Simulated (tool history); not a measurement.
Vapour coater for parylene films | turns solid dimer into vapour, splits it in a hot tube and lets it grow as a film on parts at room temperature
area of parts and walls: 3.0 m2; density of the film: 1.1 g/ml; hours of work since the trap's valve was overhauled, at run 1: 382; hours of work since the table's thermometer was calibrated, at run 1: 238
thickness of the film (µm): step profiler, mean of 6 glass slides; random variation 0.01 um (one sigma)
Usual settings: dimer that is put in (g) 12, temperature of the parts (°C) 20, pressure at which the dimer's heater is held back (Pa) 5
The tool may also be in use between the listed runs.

run   hour  dimer that is put in (g)  temperature of the parts (°C)  pressure at which the dimer's heater is held back (Pa)  hours of work since the trap's valve was overhauled  hours of work since the table's thermometer was calibrated  thickness of the film (µm)
  1      0                        12                             20                                                       5                                                  382                                                         238                        1.57
      11.9  -- trap's valve overhauled
  2   26.4                        12                             17                                                       5                                                   12                                                         257                        1.68
  3   51.3                        18                             20                                                       5                                                   33                                                         277                         2.3
  4   64.2                        18                             20                                                       5                                                   43                                                         288                        2.29
  5   90.4                        18                             20                                                       5                                                   65                                                         309                        2.28
     106.4  -- trap's valve overhauled, once more
  6  117.1                        12                             13                                                       5                                                    9                                                         328                        2.06
  7  138.8                        12                             13                                                       5                                                   27                                                         346                        2.04
  8  152.6                        12                             13                                                       5                                                   38                                                         357                        2.03
  9  163.6                        12                             20                                                       5                                                   47                                                         366                        1.63
 10  184.1                        12                             20                                                       5                                                   64                                                         383                        1.61
 11  209.1                        12                             15                                                       5                                                   85                                                         404                        1.89
 12  224.5                        17                             18                                                       5                                                   97                                                         417                        2.45
 13  235.3                        17                             18                                                       5                                                  106                                                         426                        2.43
 14  249.2                        17                             18                                                       5                                                  118                                                         437                        2.43
 15  273.9                        15                             14                                                    5.46                                                  138                                                         457                        2.35
 16  287.5                         7                             18                                                    8.26                                                  149                                                         469                        0.88
 17    301                         7                             21                                                    8.26                                                  160                                                         480                         0.8
 18  320.3                        11                             15                                                    4.68                                                  176                                                         496                        1.73
 19  344.3                         5                             21                                                    5.29                                                  196                                                         515                        0.63
 20  367.4                         5                             21                                                    5.29                                                  215                                                         534                        0.64
 21  385.8                        13                             25                                                       5                                                  230                                                         550                        1.47

4 ways to go on from here, each from the tool as it stands after run 21. What would each give?
  A  396.6                         9                             20                                                       5                                                  239                                                         559                           ?
  B  396.6                         7                             25                                                       5                                                  239                                                         559                           ?
  C  396.6                        20                             18                                                    2.21                                                  239                                                         559                           ?
  D  396.6                         8                             20                                                     3.1                                                  239                                                         559                           ?

run  thickness of the film (µm)
  A                        1.18
  B                        0.79
  C                        3.44
  D                        1.18
Without the tool's hidden state the same runs would have given:
run  thickness of the film (µm)
  A                        1.25
  B                        0.83
  C                        3.63
  D                        1.24
